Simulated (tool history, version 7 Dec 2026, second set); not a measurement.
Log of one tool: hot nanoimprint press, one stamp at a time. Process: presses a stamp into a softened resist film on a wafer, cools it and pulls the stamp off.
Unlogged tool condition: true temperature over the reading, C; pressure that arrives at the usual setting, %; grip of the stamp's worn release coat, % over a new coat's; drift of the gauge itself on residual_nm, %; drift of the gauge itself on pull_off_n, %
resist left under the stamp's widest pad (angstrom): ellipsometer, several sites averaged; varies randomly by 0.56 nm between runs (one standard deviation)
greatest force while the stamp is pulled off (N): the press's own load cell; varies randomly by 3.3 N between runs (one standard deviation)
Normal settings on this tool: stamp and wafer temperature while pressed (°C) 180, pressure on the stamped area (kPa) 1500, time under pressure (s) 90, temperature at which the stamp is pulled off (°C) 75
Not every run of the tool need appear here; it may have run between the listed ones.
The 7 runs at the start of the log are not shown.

| run | hour | stamp and wafer temperature while pressed (°C) | pressure on the stamped area (kPa) | time under pressure (s) | temperature at which the stamp is pulled off (°C) | hours of work since the thermocouple was calibrated | imprints on the stamp's release coat | hours of work since the press's seals were changed | resist left under the stamp's widest pad (angstrom) | greatest force while the stamp is pulled off (N) |
|---|---|---|---|---|---|---|---|---|---|---|
| 8 | 204.5 | 180 | 1630 | 90 | 75 | 101 | 466 | 658 | 1489 | 218 |
| 9 | 246.3 | 180 | 1630 | 90 | 75 | 120 | 550 | 677 | 1498 | 207 |
| 10 | 273.7 | 180 | 1630 | 90 | 75 | 132 | 606 | 689 | 1472 | 209 |
| 11 | 306.2 | 186 | 1500 | 90 | 75 | 146 | 672 | 703 | 1244 | 219 |
| 12 | 332.0 | 186 | 1500 | 90 | 75 | 157 | 724 | 715 | 1238 | 212 |
| 13 | 370.4 | 186 | 1500 | 90 | 75 | 174 | 802 | 731 | 1235 | 221 |
| 14 | 412.8 | 180 | 1500 | 90 | 75 | 193 | 887 | 750 | 1526 | 227 |
| 15 | 444.7 | 180 | 1500 | 90 | 75 | 207 | 952 | 764 | 1522 | 217 |
| 16 | 489.3 | 180 | 1500 | 90 | 75 | 226 | 1042 | 784 | 1514 | 226 |
| 17 | 517.7 | 179 | 1500 | 134 | 75 | 239 | 1100 | 796 | 1355 | 225 |
| 18 | 555.7 | 179 | 1500 | 135 | 66 | 256 | 1177 | 813 | 1348 | 253 |
| 19 | 592.8 | 179 | 1280 | 85 | 66 | 272 | 1252 | 829 | 1704 | 254 |
| 20 | 619.4 | 190 | 1500 | 140 | 75 | 284 | 1306 | 841 | 883 | 230 |

What will run 21 give?
| 21 | 656.2 | 189 | 1990 | 108 | 64 | 300 | 1380 | 857 | ? | ? |

Run 21 gave resist left under the stamp's widest pad (angstrom) 887, greatest force while the stamp is pulled off (N) 271.
With the hidden condition absent and the run-to-run variation left alone, this run would have shown resist left under the stamp's widest pad (angstrom) 881, greatest force while the stamp is pulled off (N) 229.
